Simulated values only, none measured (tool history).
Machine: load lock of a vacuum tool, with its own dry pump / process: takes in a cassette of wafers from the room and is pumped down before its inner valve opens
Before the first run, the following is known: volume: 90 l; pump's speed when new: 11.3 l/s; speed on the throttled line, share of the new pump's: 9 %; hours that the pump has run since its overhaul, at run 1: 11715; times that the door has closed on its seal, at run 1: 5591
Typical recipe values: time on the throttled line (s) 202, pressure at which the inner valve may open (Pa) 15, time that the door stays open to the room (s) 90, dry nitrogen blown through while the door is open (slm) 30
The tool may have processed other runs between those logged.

run,hour,time on the throttled line (s),pressure at which the inner valve may open (Pa),time that the door stays open to the room (s),dry nitrogen blown through while the door is open (slm),hours that the pump has run since its overhaul,times that the door has closed on its seal,"incoming humidity of the room's air, %",time from the closed door until the inner valve may open (s),rise of the pressure with all valves shut (Pa/min)
1,0,202,15,90,30,11715,5591,49,263.2,0.045
2,116.9,202,15,90,30,11832,5907,44.9,265.6,0.043
3,237.9,202,15,90,30,11953,6235,43.4,260.2,0.048
4,501.7,202,15,90,13,12217,6950,40.5,263.9,0.049
5,704.4,202,25,90,13,12420,7499,42,258.4,0.055
6,829.7,202,11,90,30,12545,7838,41.8,265.9,0.051
7,993.5,202,15,90,18,12709,8282,43.3,263.8,0.054
8,1117.3,202,15,90,18,12832,8617,42.8,264.9,0.055
9,1325.2,202,15,66,30,13040,9180,39.9,266.5,0.053
10,1465,202,15,90,30,13180,9559,49,266,0.055
11,1726.9,202,15,90,30,13442,10268,47.2,264,0.057
12,1929.2,202,15,90,30,13644,10816,49,266.3,0.063
13,2065.7,202,15,90,30,13781,11186,45,262.2,0.058
14,2207.1,202,11,90,30,13922,11569,45.2,267.5,0.068
15,2484.9,146,11,90,30,14200,12322,44.9,217.5,0.068
16,2705.4,202,15,90,30,14420,12919,44.9,265.5,0.077
17,2823.6,202,15,90,30,14539,13239,43.6,267,0.073
18,2997.3,202,15,90,30,14712,13709,43.5,267.9,0.076
19,3212.1,202,15,90,30,14927,14291,44.1,264.8,0.077
20,3464.9,202,15,138,35,15180,14976,40.3,265.8,0.08
21,3624.2,280,22,35,15,15339,15407,44,330.4,0.074
22,3867.7,297,16,90,17,15583,16067,43.6,350.8,0.091
23,4088.9,226,25,90,14,15804,16666,45.5,282.7,0.098
24,4354.8,195,25,90,14,16070,17386,44.4,255,0.1
25,4546.4,152,14,90,30,16261,17905,43.5,222.4,0.098
26,4730.4,202,14,152,6,16446,18404,45.3,268.9,0.132
27,4993.2,328,28,31,8,16708,19115,44.3,373.9,0.099
# hour 5116.3: dry pump taken out, an overhauled one fitted
28,5267.6,202,15,48,30,151,19842,44,256.5,0.099
29,5487.3,202,15,48,30,371,20437,45.4,255.3,0.098
30,5602.2,202,24,90,6,486,20748,43.8,252.5,0.126
31,5744.7,127,16,106,15,628,21135,45.7,187.5,0.128
32,5931.2,127,16,52,23,815,21640,43.5,187.5,0.117
33,6153.2,106,15,78,30,1037,22241,45.8,167.8,0.119
34,6389.7,106,15,78,30,1273,22882,42,167.7,0.123
35,6636.5,229,15,90,44,1520,23550,43.5,277.7,0.119
36,6798.4,202,15,170,12,1682,23989,46,255.5,0.153

Measured result minus the same run's result without the hidden state. Both carry the same run-to-run variation, though not necessarily the same gauge scatter:
The hidden state here: pump's speed, % of a new pump's; leak at the door's seal, Pa l/s; drift of the gauge itself on ready_s, %; drift of the gauge itself on rise_pa_min, %.
run,time from the closed door until the inner valve may open (s),rise of the pressure with all valves shut (Pa/min)
1,+7.8,+0.015
2,+8,+0.016
3,+8,+0.018
4,+8.3,+0.019
5,+7.6,+0.022
6,+8.8,+0.023
7,+8.7,+0.024
8,+8.8,+0.025
9,+9,+0.028
10,+9.1,+0.029
11,+9.2,+0.032
12,+9.5,+0.035
13,+9.5,+0.036
14,+10.1,+0.038
15,+11.1,+0.042
16,+10.1,+0.045
17,+10.3,+0.045
18,+10.5,+0.048
19,+10.5,+0.05
20,+10.8,+0.054
21,+8.8,+0.056
22,+9.2,+0.059
23,+9.9,+0.063
24,+10.7,+0.067
25,+12.7,+0.069
26,+12,+0.073
27,+8.7,+0.077
28,+0.1,+0.082
29,+0.2,+0.083
30,+0.2,+0.086
31,+0.3,+0.09
32,+0.5,+0.092
33,+0.6,+0.093
34,+0.8,+0.099
35,+0.9,+0.101
36,+1,+0.106
